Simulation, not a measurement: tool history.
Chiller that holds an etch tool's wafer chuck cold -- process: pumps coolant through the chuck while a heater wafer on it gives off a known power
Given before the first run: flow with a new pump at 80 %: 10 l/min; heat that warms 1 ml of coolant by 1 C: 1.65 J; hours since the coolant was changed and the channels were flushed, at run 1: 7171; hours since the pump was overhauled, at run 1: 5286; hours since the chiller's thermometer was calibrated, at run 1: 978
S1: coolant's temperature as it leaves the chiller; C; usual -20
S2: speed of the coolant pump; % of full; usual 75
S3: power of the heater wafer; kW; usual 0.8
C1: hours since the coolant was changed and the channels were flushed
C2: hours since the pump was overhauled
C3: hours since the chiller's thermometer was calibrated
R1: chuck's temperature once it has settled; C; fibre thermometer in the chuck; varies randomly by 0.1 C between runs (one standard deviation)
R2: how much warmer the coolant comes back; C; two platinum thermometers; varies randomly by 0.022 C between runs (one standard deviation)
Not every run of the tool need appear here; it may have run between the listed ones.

run	hour	S1	S2	S3	C1	C2	C3	R1	R2
1	0	-20	75	0.8	7171	5286	978	-11.1	3.25
2	140.5	-20	75	0.8	7312	5426	1118	-11.2	3.32
3	272.7	-20	75	0.8	7444	5558	1251	-11.3	3.3
4	358.7	-20	75	0.8	7530	5644	1337	-11.4	3.29
5	487	-20	75	0.8	7658	5773	1465	-11.1	3.25
6	579.3	-20	75	0.8	7751	5865	1557	-11.1	3.25
7	711	-20	75	0.8	7882	5997	1689	-11.1	3.26
8	859.9	-20	75	0.8	8031	6146	1838	-10.9	3.3
9	968.2	-20	75	0.8	8140	6254	1946	-11.1	3.3
10	1038.1	-20	75	0.8	8210	6324	2016	-11.2	3.28
11	1102.7	-20	82	0.8	8274	6388	2081	-11.7	3
12	1181	-20	82	0.8	8352	6467	2159	-11.7	2.98
13	1244	-20	75	0.8	8415	6530	2222	-10.8	3.28
14	1390.2	-20	75	0.8	8562	6676	2368	-10.7	3.33
15	1500.5	-20	75	0.8	8672	6786	2478	-10.8	3.31
16	1634.4	-20	75	0.8	8806	6920	2612	-10.8	3.27
17	1759.2	-27	75	0.8	8931	7045	2737	-17.8	3.33
18	1912.3	-13	75	0.607	9084	7198	2890	-6.1	2.51
19	2044.5	-13	75	0.426	9216	7330	3022	-8.2	1.73
# hour 2116.8: chiller's thermometer calibrated
20	2116.8	-15	73	0.933	9287	7401	0	-3.6	4.02
21	2271.5	-19	73	0.66	9442	7556	155	-10.8	2.84
22	2395.6	-27	68	0.655	9566	7680	279	-18.4	3.04
# hour 2517.6: coolant changed, channels flushed
23	2551	-13	76	1.109	33	7830	428	-2.1	4.57
24	2642.1	-28	75	0.8	125	7921	519	-20.1	3.35
25	2720.3	-28	75	0.8	203	7999	598	-20.1	3.34
26	2822.8	-28	75	0.8	305	8101	700	-20.1	3.35
27	2943.6	-28	75	1.002	426	8222	821	-18.1	4.19
28	3055.6	-28	75	1.002	538	8334	933	-18	4.2
29	3163.9	-20	61	1.052	646	8443	1041	-7.4	5.5
30	3267.2	-27	61	0.481	750	8546	1144	-21.4	2.52
31	3393.9	-27	61	0.481	876	8673	1271	-21.3	2.53
32	3508.8	-20	75	0.967	991	8787	1386	-10.2	4.04
33	3623.4	-16	88	0.42	1106	8902	1501	-12.4	1.47

Take each entry between the runs: how does the hidden state at the last listed run before it differ from the hidden state at the first listed run after it?
After run 19, before run 20: chiller's thermometer calibrated (hour 2116.8)
  heat passed by the chuck's channels, % of clean ones': 78.8 -> 78.6; coolant's true temperature over the reading, C: -0.37 -> -0.01
  measured value less the no-hidden-state value, R1: +0.7 -> +2.4 C; R2: +0.11 -> +0.24 C
After run 22, before run 23: coolant changed, channels flushed (hour 2517.6)
  heat passed by the chuck's channels, % of clean ones': 78 -> 99.9; flow at a given pump speed, % of a new pump's: 93.6 -> 93.4; coolant's true temperature over the reading, C: -0.04 -> -0.05
  measured value less the no-hidden-state value, R1: +1.8 -> +0.6 C; R2: +0.19 -> +0.3 C
